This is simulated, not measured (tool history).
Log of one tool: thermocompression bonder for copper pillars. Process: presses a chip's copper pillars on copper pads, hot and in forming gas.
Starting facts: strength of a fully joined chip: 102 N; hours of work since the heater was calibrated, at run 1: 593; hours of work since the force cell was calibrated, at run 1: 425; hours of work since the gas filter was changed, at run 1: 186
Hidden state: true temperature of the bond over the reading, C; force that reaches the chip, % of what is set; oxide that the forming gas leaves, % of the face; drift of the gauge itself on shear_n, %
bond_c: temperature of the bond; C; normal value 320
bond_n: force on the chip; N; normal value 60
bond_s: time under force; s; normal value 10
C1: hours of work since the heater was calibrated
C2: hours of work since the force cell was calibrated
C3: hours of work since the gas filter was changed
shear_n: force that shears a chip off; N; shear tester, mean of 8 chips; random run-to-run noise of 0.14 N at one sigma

Run 1, hour 0: usual settings; C1 593; C2 425; C3 186. Result: shear_n 50.6 N.
Run 2, hour 80.5: usual settings but bond_n 87 N; C1 649; C2 481; C3 242. Result: shear_n 59.6 N.
Run 3, hour 121.8: usual settings but bond_n 87 N; C1 678; C2 509; C3 270. Result: shear_n 59 N.
Run 4, hour 202.2: usual settings but bond_n 87 N; C1 733; C2 565; C3 326. Result: shear_n 59 N.
At hour 255.4: forming gas filter changed.
Run 5, hour 298.5: usual settings; C1 800; C2 631; C3 30. Result: shear_n 51.1 N.
Run 6, hour 393.7: usual settings; C1 866; C2 697; C3 96. Result: shear_n 51.2 N.
Run 7, hour 468: usual settings; C1 917; C2 748; C3 147. Result: shear_n 50.9 N.
Run 8, hour 518.2: usual settings; C1 952; C2 783; C3 182. Result: shear_n 50.8 N.
Run 9, hour 564.4: usual settings; C1 984; C2 815; C3 214. Result: shear_n 50.9 N.
Run 10, hour 608.6: usual settings but bond_c 295 C, bond_n 73 N, bond_s 17 s; C1 1014; C2 846; C3 244. Result: shear_n 54.7 N.
Run 11, hour 659.7: usual settings but bond_n 71 N, bond_s 16 s; C1 1050; C2 881; C3 280. Result: shear_n 63 N.
Run 12, hour 754: usual settings but bond_n 71 N, bond_s 16 s; C1 1115; C2 946; C3 345. Result: shear_n 62.7 N.
At hour 784.7: forming gas filter changed.
Run 13, hour 825.3: usual settings but bond_c 293 C, bond_n 44 N; C1 1164; C2 995; C3 28. Result: shear_n 35 N.
Run 14, hour 894.2: usual settings but bond_c 345 C, bond_n 44 N, bond_s 25 s; C1 1211; C2 1043; C3 76. Result: shear_n 70 N.
Run 15, hour 962.3: usual settings but bond_n 72 N; C1 1259; C2 1090; C3 123. Result: shear_n 55.3 N.
Run 16, hour 1050.8: usual settings but bond_c 316 C, bond_n 54 N, bond_s 6 s; C1 1320; C2 1151; C3 184. Result: shear_n 38.9 N.
Run 17, hour 1138.4: usual settings but bond_c 297 C, bond_n 47 N, bond_s 11 s; C1 1380; C2 1212; C3 245. Result: shear_n 38.5 N.

5 options for the next run, each taken on its own from the tool as it stands now. Forecast them:
Run A, hour 1195.1: usual settings but bond_c 309 C, bond_n 42 N, bond_s 21 s; C1 1420; C2 1251; C3 284. Result: shear_n ?.
Run B, hour 1195.1: usual settings but bond_c 323 C, bond_n 47 N, bond_s 11 s; C1 1420; C2 1251; C3 284. Result: shear_n ?.
Run C, hour 1195.1: usual settings but bond_c 297 C, bond_n 79 N, bond_s 11 s; C1 1420; C2 1251; C3 284. Result: shear_n ?.
Run D, hour 1195.1: usual settings but bond_s 7 s; C1 1420; C2 1251; C3 284. Result: shear_n ?.
Run E, hour 1195.1: usual settings but bond_c 349 C, bond_s 6 s; C1 1420; C2 1251; C3 284. Result: shear_n ?.

run  shear_n
  A     51.2
  B     47.7
  C     49.5
  D     44.8
  E     52.5
With the hidden condition removed and each run's random variation left untouched, the same runs would have given:
run  shear_n
  A     51.5
  B       48
  C     49.6
  D     45.1
  E     52.9
